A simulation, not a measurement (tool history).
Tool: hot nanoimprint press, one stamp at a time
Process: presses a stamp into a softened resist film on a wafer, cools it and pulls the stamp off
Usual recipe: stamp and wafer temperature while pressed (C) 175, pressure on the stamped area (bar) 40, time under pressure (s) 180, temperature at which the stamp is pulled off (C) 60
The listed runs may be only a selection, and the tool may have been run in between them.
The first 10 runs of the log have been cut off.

| run | hour | stamp and wafer temperature while pressed (C) | pressure on the stamped area (bar) | time under pressure (s) | temperature at which the stamp is pulled off (C) | resist left under the stamp's widest pad (nm) | greatest force while the stamp is pulled off (N) |
|---|---|---|---|---|---|---|---|
| 11 | 266.3 | 175 | 40 | 180 | 60 | 414.2 | 306 |
| 12 | 295.5 | 175 | 27.6 | 180 | 60 | 471.9 | 326 |
| 13 | 327.2 | 175 | 27.6 | 180 | 60 | 473.8 | 334 |
| 14 | 342.2 | 179 | 40 | 180 | 60 | 369.4 | 329 |
| 15 | 368.4 | 179 | 40 | 180 | 60 | 370.8 | 339 |
| 16 | 398.3 | 179 | 40 | 180 | 60 | 370.3 | 364 |
| 17 | 420 | 179 | 40 | 180 | 60 | 369.4 | 354 |
| 18 | 433.8 | 179 | 40.4 | 180 | 65 | 368.9 | 316 |
|  | 448.8 | plate thermocouple calibrated |
| 19 | 451.2 | 179 | 40.4 | 180 | 65 | 358.9 | 313 |
| 20 | 466.5 | 179 | 40.4 | 180 | 65 | 359.4 | 321 |
|  | 488.2 | stamp cleaned and given a new release coat |
| 21 | 494.7 | 174 | 40 | 180 | 67 | 421.5 | 140 |
| 22 | 523.5 | 174 | 62.4 | 180 | 63 | 348.8 | 159 |
| 23 | 537.7 | 174 | 62.4 | 180 | 47 | 349.1 | 234 |
| 24 | 563.8 | 174 | 62.4 | 180 | 47 | 349.2 | 241 |
| 25 | 592.3 | 175 | 40 | 120 | 60 | 459.6 | 195 |
| 26 | 624.3 | 187 | 51.7 | 159 | 50 | 262.2 | 244 |
| 27 | 640.2 | 176 | 32.3 | 197 | 52 | 422.8 | 240 |
| 28 | 668.5 | 176 | 34.4 | 170 | 47 | 432.4 | 285 |
| 29 | 696.9 | 175 | 40 | 99 | 45 | 486.5 | 293 |
| 30 | 730.4 | 175 | 40 | 99 | 45 | 486.6 | 301 |
| 31 | 762.5 | 175 | 40 | 99 | 45 | 487.3 | 325 |

Consider 3 possible next runs. They are alternatives, not a sequence: every one starts from the tool as it was left by run 31. What does each give?
| A | 794.7 | 173 | 40 | 272 | 60 | ? | ? |
| B | 794.7 | 175 | 49 | 99 | 59 | ? | ? |
| C | 794.7 | 177 | 40 | 162 | 49 | ? | ? |

| run | resist left under the stamp's widest pad (nm) | greatest force while the stamp is pulled off (N) |
|---|---|---|
| A | 388.4 | 232 |
| B | 457.8 | 247 |
| C | 405.6 | 321 |
Had the tool no hidden state, the same runs would have come out as:
| run | resist left under the stamp's widest pad (nm) | greatest force while the stamp is pulled off (N) |
|---|---|---|
| A | 376 | 161 |
| B | 445 | 171 |
| C | 393.6 | 224 |

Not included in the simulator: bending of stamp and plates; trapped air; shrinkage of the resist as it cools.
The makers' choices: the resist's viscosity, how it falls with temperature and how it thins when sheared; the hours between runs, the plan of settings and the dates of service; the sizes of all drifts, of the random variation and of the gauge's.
